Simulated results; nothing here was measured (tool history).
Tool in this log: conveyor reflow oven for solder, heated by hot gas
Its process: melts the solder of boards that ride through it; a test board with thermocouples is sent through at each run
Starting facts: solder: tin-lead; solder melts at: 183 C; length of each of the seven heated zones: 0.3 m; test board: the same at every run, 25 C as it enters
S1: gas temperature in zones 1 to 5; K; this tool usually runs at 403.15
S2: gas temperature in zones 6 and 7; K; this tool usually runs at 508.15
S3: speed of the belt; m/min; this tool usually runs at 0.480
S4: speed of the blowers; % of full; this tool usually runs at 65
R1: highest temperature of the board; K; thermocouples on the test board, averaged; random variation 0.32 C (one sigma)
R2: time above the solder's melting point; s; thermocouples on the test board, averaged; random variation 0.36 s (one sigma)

Run 1, hour 0.0: usual settings. Result: R1 486.65 K, R2 50.0 s.
Run 2, hour 5.5: usual settings. Result: R1 486.05 K, R2 50.1 s.
Run 3, hour 13.5: usual settings but S2 499.15 K. Result: R1 478.45 K, R2 42.1 s.
Run 4, hour 20.7: usual settings but S3 0.562 m/min. Result: R1 479.45 K, R2 36.1 s.
Run 5, hour 26.2: usual settings but S3 0.562 m/min. Result: R1 480.35 K, R2 35.8 s.
Run 6, hour 30.4: usual settings but S3 0.562 m/min. Result: R1 479.75 K, R2 36.2 s.
Run 7, hour 37.1: usual settings but S3 0.562 m/min. Result: R1 480.05 K, R2 35.3 s.
Run 8, hour 42.2: usual settings but S3 0.562 m/min, S4 59 % of full. Result: R1 478.35 K, R2 33.6 s.
Run 9, hour 48.6: usual settings but S3 0.562 m/min, S4 59 % of full. Result: R1 478.75 K, R2 34.2 s.
Run 10, hour 55.5: usual settings but S3 0.562 m/min, S4 59 % of full. Result: R1 478.35 K, R2 33.7 s.
Run 11, hour 59.6: usual settings but S3 0.562 m/min, S4 59 % of full. Result: R1 478.05 K, R2 34.8 s.
Run 12, hour 63.7: usual settings but S3 0.562 m/min, S4 59 % of full. Result: R1 477.95 K, R2 34.3 s.
Run 13, hour 68.9: usual settings but S3 0.562 m/min, S4 59 % of full. Result: R1 478.75 K, R2 33.9 s.
Run 14, hour 77.3: usual settings but S1 418.15 K, S3 0.477 m/min, S4 76 % of full. Result: R1 491.45 K, R2 60.5 s.
Run 15, hour 83.9: usual settings but S1 395.15 K, S2 516.15 K, S3 0.477 m/min, S4 76 % of full. Result: R1 494.45 K, R2 54.8 s.
Run 16, hour 90.3: usual settings but S2 502.15 K, S3 0.403 m/min. Result: R1 486.95 K, R2 61.5 s.
Run 17, hour 95.6: usual settings but S1 401.15 K, S2 522.15 K, S3 0.546 m/min. Result: R1 491.65 K, R2 46.2 s.
Run 18, hour 103.6: usual settings but S1 392.15 K, S2 513.15 K, S3 0.546 m/min. Result: R1 482.05 K, R2 37.1 s.
Run 19, hour 108.3: usual settings but S1 389.15 K, S2 497.15 K, S3 0.393 m/min, S4 58 % of full. Result: R1 479.15 K, R2 49.5 s.
Run 20, hour 113.4: usual settings but S2 521.15 K. Result: R1 497.45 K, R2 58.0 s.
Run 21, hour 118.0: usual settings but S2 523.15 K, S3 0.415 m/min. Result: R1 505.15 K, R2 72.9 s.
Run 22, hour 121.8: usual settings but S2 523.15 K, S3 0.415 m/min. Result: R1 504.95 K, R2 71.9 s.
Run 23, hour 128.5: usual settings but S1 415.15 K, S2 500.15 K, S3 0.452 m/min, S4 53 % of full. Result: R1 481.65 K, R2 51.7 s.
Run 24, hour 137.2: usual settings but S1 415.15 K, S2 500.15 K, S3 0.470 m/min, S4 53 % of full. Result: R1 480.15 K, R2 48.1 s.

A few steps of R1 between consecutive runs. Split each: what settings, incoming material and random variation would produce without the hidden state, and what is left over for the hidden state, along with gauge scatter present in only one of the two compared results (measured, and without hidden state):
Hidden state present: heat that the gas passes to the board, % of a clean oven's; belt's true speed, % of the reading; true gas temperature in zones 6 and 7 over the reading, C; drift of the gauge itself on peak_c, C; drift of the gauge itself on liquid_s, %.
Run 15 -> 16: S1 395.15 -> 403.15, S2 516.15 -> 502.15, S3 0.477 -> 0.403, S4 76 -> 65. R1 -7.50 K: hidden state +0.50, all else -8.00.
Run 16 -> 17: S1 403.15 -> 401.15, S2 502.15 -> 522.15, S3 0.403 -> 0.546. R1 +4.70 K: hidden state -0.70, all else +5.40.
Run 19 -> 20: S1 389.15 -> 403.15, S2 497.15 -> 521.15, S3 0.393 -> 0.480, S4 58 -> 65. R1 +18.30 K: hidden state -0.40, all else +18.70.
Run 22 -> 23: S1 403.15 -> 415.15, S2 523.15 -> 500.15, S3 0.415 -> 0.452, S4 65 -> 53. R1 -23.30 K: hidden state +0.30, all else -23.60.
